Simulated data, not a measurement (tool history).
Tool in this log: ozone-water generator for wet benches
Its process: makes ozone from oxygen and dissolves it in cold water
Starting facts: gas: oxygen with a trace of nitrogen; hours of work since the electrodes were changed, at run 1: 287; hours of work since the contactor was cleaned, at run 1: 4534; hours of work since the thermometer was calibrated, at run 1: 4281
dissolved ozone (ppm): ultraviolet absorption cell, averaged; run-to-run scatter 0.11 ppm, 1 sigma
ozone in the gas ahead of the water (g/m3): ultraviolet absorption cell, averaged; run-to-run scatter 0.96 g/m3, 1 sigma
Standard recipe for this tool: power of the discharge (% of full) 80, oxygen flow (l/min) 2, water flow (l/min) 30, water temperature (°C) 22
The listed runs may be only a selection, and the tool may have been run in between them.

run	hour	power of the discharge (% of full)	oxygen flow (l/min)	water flow (l/min)	water temperature (°C)	hours of work since the electrodes were changed	hours of work since the contactor was cleaned	hours of work since the thermometer was calibrated	dissolved ozone (ppm)	ozone in the gas ahead of the water (g/m3)
1	0.0	80	2	30	22	287	4534	4281	7.4	163.4
2	16.6	80	2	30	22	304	4551	4298	7.5	163.5
3	45.9	76	2	30	22	333	4580	4327	7.6	158.1
4	81.0	76	2	30	22	368	4615	4362	7.2	160.0
5	103.1	80	2	30	22	390	4637	4384	7.4	162.7
6	131.6	80	2	30	22	419	4666	4413	7.5	165.4
7	156.6	80	2	30	24	444	4691	4438	7.5	165.4
8	172.0	80	2	30	24	459	4706	4453	7.4	164.2
9	197.9	80	2	30	22	485	4732	4479	7.6	162.2
# hour 223.7: contactor cleaned
10	231.1	80	2	30	22	514	7	4508	7.4	164.5
11	247.7	80	2	30	22	531	24	4525	7.6	163.9
12	280.3	80	2	30	22	563	57	4557	7.7	162.8
13	314.7	80	2	30	22	598	91	4592	7.6	164.1
14	346.7	80	2	30	22	630	123	4624	7.5	163.5

Run 15, settings as shown, results not yet in. Your forecast:
15	363.4	80	2	30	22	646	140	4640	?	?

{"run 15": {"dissolved ozone (ppm)": 7.5, "ozone in the gas ahead of the water (g/m3)": 162.7}}
With the hidden condition absent and the run-to-run variation left alone, this run would have shown dissolved ozone (ppm) 7.5, ozone in the gas ahead of the water (g/m3) 162.7.
